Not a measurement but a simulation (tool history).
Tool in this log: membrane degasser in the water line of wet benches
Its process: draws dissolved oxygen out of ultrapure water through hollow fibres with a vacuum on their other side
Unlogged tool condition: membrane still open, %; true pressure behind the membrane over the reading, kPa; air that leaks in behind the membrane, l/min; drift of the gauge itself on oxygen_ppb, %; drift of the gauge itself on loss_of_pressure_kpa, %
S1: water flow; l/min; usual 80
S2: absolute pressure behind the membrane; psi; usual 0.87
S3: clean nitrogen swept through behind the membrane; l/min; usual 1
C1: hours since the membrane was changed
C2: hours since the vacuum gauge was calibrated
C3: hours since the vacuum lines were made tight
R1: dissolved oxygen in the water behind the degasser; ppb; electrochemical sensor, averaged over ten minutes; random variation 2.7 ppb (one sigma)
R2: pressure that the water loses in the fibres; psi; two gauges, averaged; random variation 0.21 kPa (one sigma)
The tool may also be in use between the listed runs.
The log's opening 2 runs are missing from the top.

{"run": 3, "day": 17.375, "S1": 54, "S2": 0.87, "S3": 1, "C1": 7419, "C2": 2846, "C3": 7012, "R1": 289.2, "R2": 4.934}
{"run": 4, "day": 26.883, "S1": 54, "S2": 0.87, "S3": 1, "C1": 7648, "C2": 3074, "C3": 7240, "R1": 290.9, "R2": 4.976}
{"run": 5, "day": 34.767, "S1": 100, "S2": 0.87, "S3": 1, "C1": 7837, "C2": 3263, "C3": 7430, "R1": 472.6, "R2": 9.21}
{"run": 6, "day": 43.458, "S1": 100, "S2": 0.87, "S3": 1, "C1": 8045, "C2": 3472, "C3": 7638, "R1": 472.9, "R2": 9.162}
{"run": 7, "day": 53.892, "S1": 80, "S2": 0.87, "S3": 1, "C1": 8296, "C2": 3722, "C3": 7889, "R1": 398.7, "R2": 7.422}
{"run": 8, "day": 59.558, "S1": 80, "S2": 0.87, "S3": 1.71, "C1": 8432, "C2": 3858, "C3": 8025, "R1": 276.9, "R2": 7.409}
{"run": 9, "day": 65.746, "S1": 80, "S2": 0.87, "S3": 1.71, "C1": 8580, "C2": 4007, "C3": 8173, "R1": 277, "R2": 7.349}
{"run": 10, "day": 71.046, "S1": 80, "S2": 0.87, "S3": 1.71, "C1": 8708, "C2": 4134, "C3": 8300, "R1": 279.9, "R2": 7.369}
{"run": 11, "day": 78.317, "S1": 80, "S2": 0.87, "S3": 1.71, "C1": 8882, "C2": 4309, "C3": 8475, "R1": 277.7, "R2": 7.439}
{"run": 12, "day": 85.971, "S1": 80, "S2": 0.87, "S3": 1, "C1": 9066, "C2": 4492, "C3": 8659, "R1": 402.2, "R2": 7.377}
{"day": 86.912, "done": "vacuum gauge calibrated"}
{"run": 13, "day": 92.979, "S1": 80, "S2": 0.87, "S3": 1, "C1": 9233, "C2": 146, "C3": 8826, "R1": 382.9, "R2": 7.377}
{"run": 14, "day": 100.971, "S1": 77, "S2": 0.87, "S3": 1, "C1": 9425, "C2": 337, "C3": 9018, "R1": 370.2, "R2": 7.146}
{"run": 15, "day": 106.692, "S1": 77, "S2": 0.87, "S3": 1, "C1": 9563, "C2": 475, "C3": 9155, "R1": 371.7, "R2": 7.13}
{"run": 16, "day": 112.038, "S1": 77, "S2": 0.87, "S3": 1, "C1": 9691, "C2": 603, "C3": 9284, "R1": 375.3, "R2": 7.124}
{"day": 114.829, "done": "seals of the vacuum lines changed"}
{"run": 17, "day": 121.025, "S1": 77, "S2": 0.87, "S3": 1, "C1": 9905, "C2": 817, "C3": 149, "R1": 378.7, "R2": 7.191}
{"run": 18, "day": 131.238, "S1": 77, "S2": 0.87, "S3": 1, "C1": 10150, "C2": 1062, "C3": 394, "R1": 378.7, "R2": 7.14}
{"run": 19, "day": 141.162, "S1": 113, "S2": 2.131, "S3": 0.69, "C1": 10388, "C2": 1300, "C3": 632, "R1": 2075.1, "R2": 10.534}
{"run": 20, "day": 150.646, "S1": 53, "S2": 0.531, "S3": 2.43, "C1": 10616, "C2": 1528, "C3": 860, "R1": 29.6, "R2": 4.94}

Run 21 comes next. What will it give?
{"run": 21, "day": 155.412, "S1": 112, "S2": 0.531, "S3": 2.43, "C1": 10730, "C2": 1642, "C3": 974, "R1": "?", "R2": "?"}

R1: 112.5 ppb
R2: 10.425 psi
On a tool with no hidden condition, and with the same random variation, this run would have come out at R1 84.6 ppb, R2 9.719 psi.
